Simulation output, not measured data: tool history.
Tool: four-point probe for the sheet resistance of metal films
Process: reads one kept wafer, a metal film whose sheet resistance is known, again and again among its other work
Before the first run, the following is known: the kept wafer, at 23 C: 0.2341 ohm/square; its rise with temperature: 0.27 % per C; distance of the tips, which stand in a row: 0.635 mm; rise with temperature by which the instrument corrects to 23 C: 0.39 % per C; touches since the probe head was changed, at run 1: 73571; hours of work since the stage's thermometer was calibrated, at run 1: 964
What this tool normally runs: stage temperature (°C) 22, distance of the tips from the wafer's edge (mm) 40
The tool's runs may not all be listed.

run    hour  stage temperature (°C)  distance of the tips from the wafer's edge (mm)  touches since the probe head was changed  hours of work since the stage's thermometer was calibrated  sheet resistance as the instrument gives it (ohm/square)
  1       0                      22                                               40                                     73571                                                         964                                                  0.231972
       45.6  -- new probe head fitted
  2    63.2                      22                                               40                                       590                                                         990                                                  0.234493
  3     106                      20                                               40                                      2033                                                        1008                                                  0.234974
  4   163.9                      20                                               40                                      3984                                                        1032                                                  0.234959
  5     250                      20                                               41                                      6885                                                        1067                                                  0.234892
  6   315.6                      22                                               12                                      9096                                                        1094                                                  0.234518
  7   367.2                      22                                               12                                     10836                                                        1116                                                  0.234562
  8   414.9                      22                                               12                                     12442                                                        1135                                                  0.234465
  9   498.2                      22                                               12                                     15250                                                        1170                                                  0.234341
 10   547.8                      22                                               12                                     16919                                                        1190                                                  0.234355
 11   586.6                      22                                               12                                     18230                                                        1206                                                  0.234345
 12   657.3                      22                                               60                                     20611                                                        1236                                                  0.233996
 13   720.2                      22                                               60                                     22731                                                        1262                                                  0.233927
 14   800.9                      22                                               60                                     25450                                                        1295                                                  0.233783
 15   846.8                      22                                               60                                     26997                                                        1314                                                  0.233758
 16   937.9                      22                                               60                                     30065                                                        1352                                                  0.233617
 17   981.6                      22                                               60                                     31536                                                        1370                                                  0.233605
 18  1038.9                      26                                               39                                     33469                                                        1393                                                  0.232485
 19  1119.7                      33                                                7                                     36192                                                        1427                                                  0.231437
 20  1159.1                      30                                               68                                     37519                                                        1443                                                  0.231271
 21  1225.4                      29                                               24                                     39753                                                        1471                                                  0.231551
 22  1297.2                      27                                                5                                     42172                                                        1500                                                  0.233961
 23  1340.9                      27                                                5                                     43644                                                        1518                                                  0.233806
 24  1408.2                      34                                                5                                     45912                                                        1546                                                  0.231847
 25  1499.5                      34                                                5                                     48990                                                        1584                                                  0.231834
 26  1569.7                      34                                               55                                     51354                                                        1613                                                  0.229763
 27  1634.5                      22                                                6                                     53539                                                        1640                                                  0.234459
 28  1706.4                      22                                                6                                     55961                                                        1670                                                  0.234431
 29    1767                      22                                                6                                     58004                                                        1695                                                  0.234256
 30    1836                      22                                                6                                     60329                                                        1723                                                  0.234338
 31  1923.5                      19                                                4                                     63275                                                        1759                                                  0.236874
 32  1990.5                      19                                                4                                     65533                                                        1787                                                  0.236819
 33  2051.3                      20                                               38                                     67582                                                        1812                                                   0.23331

For some of the steps in sheet resistance as the instrument gives it (ohm/square) from one run to the next: how much would appear even if the tool had no hidden state, given the settings, what came in and random variation, and how much remains for the hidden state plus any gauge scatter that the measured result and the result without hidden state don't share?
The hidden state here: inner tips' distance over the nominal, %; tips' flats over new ones', %; wafer's true temperature over the reading, C; drift of the gauge itself on sheet_ohm, %.
Run 1 -> 2: new probe head fitted. sheet resistance as the instrument gives it (ohm/square) +0.002521: hidden state +0.002501, all else +0.00002.
Run 4 -> 5: distance of the tips from the wafer's edge (mm) 40 -> 41. sheet resistance as the instrument gives it (ohm/square) -0.000067: hidden state -0.000081, all else +0.000014.
Run 26 -> 27: stage temperature (°C) 34 -> 22, distance of the tips from the wafer's edge (mm) 55 -> 6. sheet resistance as the instrument gives it (ohm/square) +0.004696: hidden state -0.000074, all else +0.00477.
Run 30 -> 31: stage temperature (°C) 22 -> 19, distance of the tips from the wafer's edge (mm) 6 -> 4. sheet resistance as the instrument gives it (ohm/square) +0.002536: hidden state -0.0001, all else +0.002636.
Run 32 -> 33: stage temperature (°C) 19 -> 20, distance of the tips from the wafer's edge (mm) 4 -> 38. sheet resistance as the instrument gives it (ohm/square) -0.003509: hidden state -0.000038, all else -0.003471.
